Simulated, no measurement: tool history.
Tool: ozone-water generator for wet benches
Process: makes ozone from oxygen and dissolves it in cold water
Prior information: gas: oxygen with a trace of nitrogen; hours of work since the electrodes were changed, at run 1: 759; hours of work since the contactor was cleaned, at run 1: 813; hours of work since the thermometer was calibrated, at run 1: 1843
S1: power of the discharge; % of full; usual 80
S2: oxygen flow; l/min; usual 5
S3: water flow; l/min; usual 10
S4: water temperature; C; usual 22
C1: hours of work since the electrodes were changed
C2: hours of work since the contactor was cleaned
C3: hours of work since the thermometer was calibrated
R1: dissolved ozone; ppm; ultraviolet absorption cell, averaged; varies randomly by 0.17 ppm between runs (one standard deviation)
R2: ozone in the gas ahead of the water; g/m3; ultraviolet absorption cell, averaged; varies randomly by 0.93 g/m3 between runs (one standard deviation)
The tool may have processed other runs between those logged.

run 1 hour=0 | S1=80 S2=5 S3=10 S4=22 | C1=759 C2=813 C3=1843 | R1=22.5 R2=152.9
run 2 hour=56.4 | S1=80 S2=5 S3=10 S4=22 | C1=796 C2=850 C3=1879 | R1=22.4 R2=151.9
run 3 hour=109.5 | S1=80 S2=5 S3=9 S4=22 | C1=830 C2=884 C3=1914 | R1=24.1 R2=151.9
run 4 hour=171.6 | S1=80 S2=5 S3=10 S4=22 | C1=870 C2=924 C3=1954 | R1=22.3 R2=151.1
run 5 hour=229.4 | S1=80 S2=5 S3=10 S4=22 | C1=908 C2=962 C3=1991 | R1=22.5 R2=152.4
run 6 hour=258.9 | S1=80 S2=5 S3=10 S4=22 | C1=927 C2=981 C3=2010 | R1=22.4 R2=151.3
run 7 hour=292.4 | S1=80 S2=5 S3=10 S4=22 | C1=949 C2=1003 C3=2032 | R1=22.4 R2=149.4
run 8 hour=322.4 | S1=80 S2=5 S3=10 S4=22 | C1=968 C2=1022 C3=2051 | R1=22.3 R2=150.6
run 9 hour=369.8 | S1=80 S2=5 S3=6 S4=22 | C1=999 C2=1053 C3=2082 | R1=29.2 R2=149.3
run 10 hour=418.3 | S1=80 S2=5 S3=7 S4=22 | C1=1030 C2=1084 C3=2113 | R1=26.9 R2=150.3
run 11 hour=467.5 | S1=80 S2=5 S3=7 S4=22 | C1=1062 C2=1116 C3=2145 | R1=27.1 R2=150.2
run 12 hour=511.3 | S1=91 S2=6.24 S3=15 S4=15 | C1=1090 C2=1144 C3=2174 | R1=19.2 R2=137.8
run 13 hour=555 | S1=59 S2=3.99 S3=8 S4=22 | C1=1118 C2=1173 C3=2202 | R1=22.4 R2=145.6
run 14 hour=608.7 | S1=80 S2=8.57 S3=10 S4=22 | C1=1153 C2=1207 C3=2237 | R1=18.5 R2=105.6
run 15 hour=655.2 | S1=80 S2=3.17 S3=10 S4=15 | C1=1183 C2=1238 C3=2267 | R1=26.8 R2=198.1
run 16 hour=704.7 | S1=60 S2=5 S3=10 S4=17 | C1=1215 C2=1270 C3=2299 | R1=20.6 R2=126.3
run 17 hour=737.1 | S1=45 S2=5 S3=10 S4=17 | C1=1236 C2=1290 C3=2320 | R1=17.6 R2=109.5
run 18 hour=787.3 | S1=45 S2=5 S3=14 S4=28 | C1=1269 C2=1323 C3=2352 | R1=11.1 R2=108.8
run 19 hour=823.8 | S1=45 S2=5 S3=14 S4=28 | C1=1292 C2=1347 C3=2376 | R1=11.2 R2=107.8
run 20 hour=869.1 | S1=84 S2=5 S3=10 S4=28 | C1=1322 C2=1376 C3=2405 | R1=19.7 R2=150.9

Each row is a separate what-if for the run after 20, all from the same tool condition, not one after another. Results?
run A hour=909.1 | S1=84 S2=4.16 S3=10 S4=22 | C1=1348 C2=1402 C3=2431 | R1=? R2=?
run B hour=909.1 | S1=84 S2=2.86 S3=13 S4=22 | C1=1348 C2=1402 C3=2431 | R1=? R2=?
run C hour=909.1 | S1=53 S2=3.76 S3=10 S4=15 | C1=1348 C2=1402 C3=2431 | R1=? R2=?

run=A R1=23.1 R2=168.5
run=B R1=19.8 R2=213.6
run=C R1=21 R2=141.4
Stripped of hidden state, with their random variation kept, the same runs would have yielded:
run=A R1=25.4 R2=180.6
run=B R1=21.9 R2=228.9
run=C R1=22.7 R2=149.2
